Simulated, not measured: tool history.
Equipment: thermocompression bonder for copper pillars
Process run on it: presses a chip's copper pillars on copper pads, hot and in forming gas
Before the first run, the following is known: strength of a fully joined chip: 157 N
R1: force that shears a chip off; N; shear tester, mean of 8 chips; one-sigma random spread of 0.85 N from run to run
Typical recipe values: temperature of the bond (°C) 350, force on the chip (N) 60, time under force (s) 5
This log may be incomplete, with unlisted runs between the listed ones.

run 1 hour=0.0 | temperature_of_the_bond_(°C)=350 force_on_the_chip_(N)=60 time_under_force_(s)=5 | R1=61.3
run 2 hour=89.8 | temperature_of_the_bond_(°C)=350 force_on_the_chip_(N)=60 time_under_force_(s)=5 | R1=66.0
run 3 hour=126.9 | temperature_of_the_bond_(°C)=350 force_on_the_chip_(N)=60 time_under_force_(s)=5 | R1=66.1
run 4 hour=211.9 | temperature_of_the_bond_(°C)=350 force_on_the_chip_(N)=60 time_under_force_(s)=9 | R1=79.5
run 5 hour=252.5 | temperature_of_the_bond_(°C)=350 force_on_the_chip_(N)=60 time_under_force_(s)=9 | R1=77.4
run 6 hour=298.4 | temperature_of_the_bond_(°C)=350 force_on_the_chip_(N)=60 time_under_force_(s)=9 | R1=77.7
run 7 hour=346.1 | temperature_of_the_bond_(°C)=350 force_on_the_chip_(N)=60 time_under_force_(s)=5 | R1=62.3
run 8 hour=427.4 | temperature_of_the_bond_(°C)=350 force_on_the_chip_(N)=60 time_under_force_(s)=5 | R1=60.6
run 9 hour=485.5 | temperature_of_the_bond_(°C)=350 force_on_the_chip_(N)=60 time_under_force_(s)=5 | R1=58.0
run 10 hour=567.8 | temperature_of_the_bond_(°C)=350 force_on_the_chip_(N)=60 time_under_force_(s)=5 | R1=56.8
run 11 hour=622.3 | temperature_of_the_bond_(°C)=350 force_on_the_chip_(N)=60 time_under_force_(s)=5 | R1=71.7
run 12 hour=697.2 | temperature_of_the_bond_(°C)=331 force_on_the_chip_(N)=60 time_under_force_(s)=6 | R1=60.9
run 13 hour=739.0 | temperature_of_the_bond_(°C)=371 force_on_the_chip_(N)=50 time_under_force_(s)=5 | R1=71.4
run 14 hour=830.3 | temperature_of_the_bond_(°C)=371 force_on_the_chip_(N)=50 time_under_force_(s)=5 | R1=69.6
run 15 hour=905.4 | temperature_of_the_bond_(°C)=371 force_on_the_chip_(N)=50 time_under_force_(s)=5 | R1=68.1
run 16 hour=943.9 | temperature_of_the_bond_(°C)=371 force_on_the_chip_(N)=50 time_under_force_(s)=5 | R1=67.4
run 17 hour=1008.0 | temperature_of_the_bond_(°C)=371 force_on_the_chip_(N)=50 time_under_force_(s)=5 | R1=67.7
run 18 hour=1095.6 | temperature_of_the_bond_(°C)=358 force_on_the_chip_(N)=85 time_under_force_(s)=9 | R1=109.3
run 19 hour=1175.5 | temperature_of_the_bond_(°C)=341 force_on_the_chip_(N)=60 time_under_force_(s)=3 | R1=52.7
run 20 hour=1223.9 | temperature_of_the_bond_(°C)=341 force_on_the_chip_(N)=60 time_under_force_(s)=3 | R1=51.0
run 21 hour=1289.7 | temperature_of_the_bond_(°C)=353 force_on_the_chip_(N)=61 time_under_force_(s)=3 | R1=58.8

Between the runs listed above, the log contained 5 entries, not reproduced here. Where in the sequence does each belong, and how does what the log doesn't record of the tool's condition differ from the listed run before to the listed run after?
Logged between run 1 and run 2: forming gas filter changed (hour 7.5)
  true temperature of the bond over the reading, C: -3.4 -> -4.2; force that reaches the chip, % of what is set: 102.9 -> 103.3; oxide that the forming gas leaves, % of the face: 10.85 -> 2.26
  measured result minus the result with no hidden state, R1: -7.7 -> -2.0 N
Logged between run 8 and run 9: heater calibrated with a thermocouple chip (hour 454.5)
  true temperature of the bond over the reading, C: -7.1 -> -11.3; force that reaches the chip, % of what is set: 105.1 -> 105.3; oxide that the forming gas leaves, % of the face: 8.6 -> 9.59
  measured result minus the result with no hidden state, R1: -7.1 -> -10.5 N
Logged between run 10 and run 11: forming gas filter changed (hour 584.2); heater calibrated with a thermocouple chip, once more (hour 622.3)
  true temperature of the bond over the reading, C: -12 -> -0.6; force that reaches the chip, % of what is set: 105.7 -> 106; oxide that the forming gas leaves, % of the face: 11.1 -> 1.27
  measured result minus the result with no hidden state, R1: -11.7 -> +3.2 N
Logged between run 18 and run 19: forming gas filter changed (hour 1165.6)
  true temperature of the bond over the reading, C: -4.6 -> -5.2; force that reaches the chip, % of what is set: 108.4 -> 108.8; oxide that the forming gas leaves, % of the face: 9.8 -> 0.76
  measured result minus the result with no hidden state, R1: -8.7 -> +1.6 N
